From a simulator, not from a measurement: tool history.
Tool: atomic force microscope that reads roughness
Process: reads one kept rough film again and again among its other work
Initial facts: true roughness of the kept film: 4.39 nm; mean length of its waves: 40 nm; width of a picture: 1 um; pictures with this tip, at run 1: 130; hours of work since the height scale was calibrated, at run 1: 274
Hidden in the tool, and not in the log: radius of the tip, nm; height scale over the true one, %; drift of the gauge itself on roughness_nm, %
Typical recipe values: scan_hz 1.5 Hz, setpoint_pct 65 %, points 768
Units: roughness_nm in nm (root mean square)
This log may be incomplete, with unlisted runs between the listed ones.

run   hour  scan_hz  setpoint_pct  points  pictures with this tip  hours of work since the height scale was calibrated  roughness_nm
  1      0      1.5            65     768                     130                                                  274         3.287
  2   19.7      1.5            65     317                     152                                                  284         3.161
  3   41.3      1.5            88     317                     176                                                  294          2.89
  4   63.1      1.5            88     317                     200                                                  305         2.807
      67.5  -- new tip fitted
  5     86      1.5            65     768                      21                                                  316         3.712
  6  107.4      1.5            65     633                      44                                                  326         3.571
  7  128.3     1.54            65     768                      68                                                  337         3.486
  8  142.7     0.51            65     768                      84                                                  344         3.444
  9  157.5      1.5            65     768                     100                                                  351         3.334
 10    168     2.75            65     768                     112                                                  356         3.215
 11  190.8      1.5            65     299                     138                                                  367         3.138
     193.6  -- height scale calibrated on a step standard
 12  203.2      1.5            65     299                     150                                                    5         3.092
 13  218.2      1.5            65     299                     167                                                   12         3.018
     227.8  -- height scale calibrated on a step standard, once more
 14  238.7      1.5            74     768                     189                                                    5         2.899
 15  251.3      1.5            74     768                     203                                                   11         2.863
     254.9  -- new tip fitted
 16  265.7      1.5            65     615                      12                                                   18         3.747
 17  275.6      1.5            65     615                      23                                                   23         3.719
 18  298.3      1.5            65     615                      48                                                   34         3.567
 19  317.3      1.5            65     615                      69                                                   43         3.465
 20  338.7      1.5            65     615                      93                                                   54         3.357
 21  351.7      1.5            65     615                     108                                                   60         3.312
 22  369.8      3.6            62     386                     128                                                   69         3.118
 23  381.8     0.98            62     277                     141                                                   75         3.194
 24  392.4     3.94            57     364                     153                                                   80         3.079
 25  404.3     3.94            88     364                     167                                                   86         2.549
 26  416.9     0.75            65     771                     181                                                   92         3.052
 27  427.1     0.75            65     771                     192                                                   97         3.008
     440.1  -- new tip fitted
 28    448     2.43            59     825                       9                                                  107         3.782
 29  468.9     2.43            84     279                      32                                                  117         3.318
 30  482.5      1.5            64     279                      47                                                  124         3.567
 31    504     1.68            57     371                      72                                                  134         3.442
 32    523     1.25            64     448                      93                                                  143         3.372
 33  539.2     1.25            64     448                     111                                                  151         3.262
 34  554.1     0.64            89     448                     128                                                  159         3.136
 35  569.1      1.5            82     284                     144                                                  166         2.958
 36  590.7      1.5            82     284                     168                                                  176         2.918
 37  609.4      1.5            82     284                     189                                                  186         2.832
       624  -- new tip fitted
 38    625      1.5            82     284                       1                                                  193         3.681
 39  638.1      1.5            70     768                      16                                                  199         3.743
 40  651.1     0.78            86     446                      30                                                  206         3.619
 41  660.7     2.41            86     446                      41                                                  210          3.27
 42  678.1     1.17            86     446                      61                                                  219         3.367

Branching from run 42: 4 alternative next runs. What would each branch give?
  A  691.7     0.53            65     265                      76                                                  225             ?
  B  691.7     0.65            62     768                      76                                                  225             ?
  C  691.7      1.5            65     885                      76                                                  225             ?
  D  691.7     2.07            65     330                      76                                                  225             ?

run  roughness_nm
  A         3.505
  B          3.48
  C         3.437
  D         3.382
What these runs would have given with no unlogged condition in the tool:
run  roughness_nm
  A          3.93
  B         3.902
  C         3.855
  D         3.794
